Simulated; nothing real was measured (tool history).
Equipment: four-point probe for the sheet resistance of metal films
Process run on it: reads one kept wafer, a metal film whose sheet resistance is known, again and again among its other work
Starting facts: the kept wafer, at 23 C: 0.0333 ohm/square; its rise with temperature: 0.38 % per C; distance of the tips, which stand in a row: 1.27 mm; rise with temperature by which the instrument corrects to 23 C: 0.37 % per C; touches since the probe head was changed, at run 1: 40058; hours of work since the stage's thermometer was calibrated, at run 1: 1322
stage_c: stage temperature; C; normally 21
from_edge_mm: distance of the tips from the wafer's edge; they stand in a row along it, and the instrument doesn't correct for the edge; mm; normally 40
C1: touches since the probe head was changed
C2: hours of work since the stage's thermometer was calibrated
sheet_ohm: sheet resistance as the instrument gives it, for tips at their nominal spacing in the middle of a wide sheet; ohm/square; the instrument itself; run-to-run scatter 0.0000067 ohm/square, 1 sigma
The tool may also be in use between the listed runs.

Run 1, hour 0: usual settings; C1 40058; C2 1322. Result: sheet_ohm 0.033321 ohm/square.
At hour 11.3: stage's thermometer calibrated.
Run 2, hour 31.1: usual settings but from_edge_mm 5 mm; C1 41330; C2 10. Result: sheet_ohm 0.034423 ohm/square.
Run 3, hour 68.2: usual settings; C1 42873; C2 28. Result: sheet_ohm 0.033317 ohm/square.
Run 4, hour 85: usual settings; C1 43572; C2 36. Result: sheet_ohm 0.033311 ohm/square.
Run 5, hour 120.8: usual settings; C1 45063; C2 53. Result: sheet_ohm 0.03331 ohm/square.
Run 6, hour 153.6: usual settings; C1 46425; C2 69. Result: sheet_ohm 0.033318 ohm/square.
Run 7, hour 177: usual settings; C1 47401; C2 81. Result: sheet_ohm 0.033316 ohm/square.
Run 8, hour 214.5: usual settings; C1 48959; C2 99. Result: sheet_ohm 0.03332 ohm/square.
Run 9, hour 247.5: usual settings; C1 50334; C2 115. Result: sheet_ohm 0.033297 ohm/square.
Run 10, hour 284.6: usual settings but from_edge_mm 66 mm; C1 51877; C2 133. Result: sheet_ohm 0.033297 ohm/square.
Run 11, hour 318: usual settings; C1 53266; C2 149. Result: sheet_ohm 0.033301 ohm/square.
Run 12, hour 348.4: usual settings but from_edge_mm 53 mm; C1 54529; C2 164. Result: sheet_ohm 0.033306 ohm/square.
Run 13, hour 367.1: usual settings but from_edge_mm 53 mm; C1 55308; C2 173. Result: sheet_ohm 0.033314 ohm/square.
Run 14, hour 399.6: usual settings but from_edge_mm 53 mm; C1 56662; C2 189. Result: sheet_ohm 0.033316 ohm/square.
Run 15, hour 426.9: usual settings but from_edge_mm 4 mm; C1 57795; C2 202. Result: sheet_ohm 0.035005 ohm/square.
Run 16, hour 458.8: usual settings but from_edge_mm 4 mm; C1 59124; C2 218. Result: sheet_ohm 0.035004 ohm/square.
Run 17, hour 477.6: usual settings but stage_c 24 C; C1 59907; C2 227. Result: sheet_ohm 0.033323 ohm/square.
Run 18, hour 500.9: usual settings but stage_c 26 C, from_edge_mm 14 mm; C1 60876; C2 238. Result: sheet_ohm 0.033472 ohm/square.
Run 19, hour 524.3: usual settings but stage_c 26 C, from_edge_mm 14 mm; C1 61847; C2 249. Result: sheet_ohm 0.033464 ohm/square.
Run 20, hour 558.9: usual settings but stage_c 26 C, from_edge_mm 14 mm; C1 63290; C2 266. Result: sheet_ohm 0.033455 ohm/square.
Run 21, hour 592.4: usual settings but stage_c 25 C, from_edge_mm 37 mm; C1 64679; C2 282. Result: sheet_ohm 0.033324 ohm/square.
Run 22, hour 611.3: usual settings but stage_c 20 C, from_edge_mm 27 mm; C1 65468; C2 292. Result: sheet_ohm 0.03335 ohm/square.
Run 23, hour 634.2: usual settings but stage_c 20 C, from_edge_mm 27 mm; C1 66422; C2 303. Result: sheet_ohm 0.033322 ohm/square.
Run 24, hour 665.6: usual settings but stage_c 25 C, from_edge_mm 27 mm; C1 67726; C2 318. Result: sheet_ohm 0.033336 ohm/square.
Run 25, hour 695.5: usual settings but from_edge_mm 27 mm; C1 68969; C2 333. Result: sheet_ohm 0.033343 ohm/square.
Run 26, hour 732.4: usual settings but stage_c 26 C, from_edge_mm 5 mm; C1 70504; C2 351. Result: sheet_ohm 0.034433 ohm/square.
Run 27, hour 770.8: usual settings but stage_c 26 C, from_edge_mm 5 mm; C1 72103; C2 369. Result: sheet_ohm 0.03442 ohm/square.
Run 28, hour 807.5: usual settings but stage_c 26 C, from_edge_mm 5 mm; C1 73632; C2 387. Result: sheet_ohm 0.034439 ohm/square.
Run 29, hour 835.7: usual settings but stage_c 26 C, from_edge_mm 5 mm; C1 74802; C2 401. Result: sheet_ohm 0.034432 ohm/square.
Run 30, hour 862.9: usual settings but stage_c 26 C, from_edge_mm 4 mm; C1 75933; C2 414. Result: sheet_ohm 0.035021 ohm/square.
Run 31, hour 901.4: usual settings but stage_c 34 C, from_edge_mm 24 mm; C1 77535; C2 433. Result: sheet_ohm 0.033389 ohm/square.
Run 32, hour 933.9: usual settings but stage_c 24 C, from_edge_mm 32 mm; C1 78888; C2 449. Result: sheet_ohm 0.033331 ohm/square.
Run 33, hour 964.1: usual settings but stage_c 25 C, from_edge_mm 70 mm; C1 80143; C2 463. Result: sheet_ohm 0.033306 ohm/square.
Run 34, hour 991.5: usual settings but stage_c 32 C, from_edge_mm 3 mm; C1 81283; C2 476. Result: sheet_ohm 0.036245 ohm/square.

3 options for the next run, each taken on its own from the tool as it stands now. Forecast them:
Run A, hour 1029.4: usual settings but stage_c 20 C, from_edge_mm 5 mm; C1 82860; C2 495. Result: sheet_ohm ?.
Run B, hour 1029.4: usual settings but stage_c 26 C, from_edge_mm 15 mm; C1 82860; C2 495. Result: sheet_ohm ?.
Run C, hour 1029.4: usual settings but stage_c 31 C, from_edge_mm 10 mm; C1 82860; C2 495. Result: sheet_ohm ?.

run  sheet_ohm
  A   0.034405
  B    0.03344
  C   0.033616
Without the tool's hidden state the same runs would have given:
run  sheet_ohm
  A     0.0344
  B   0.033436
  C   0.033611
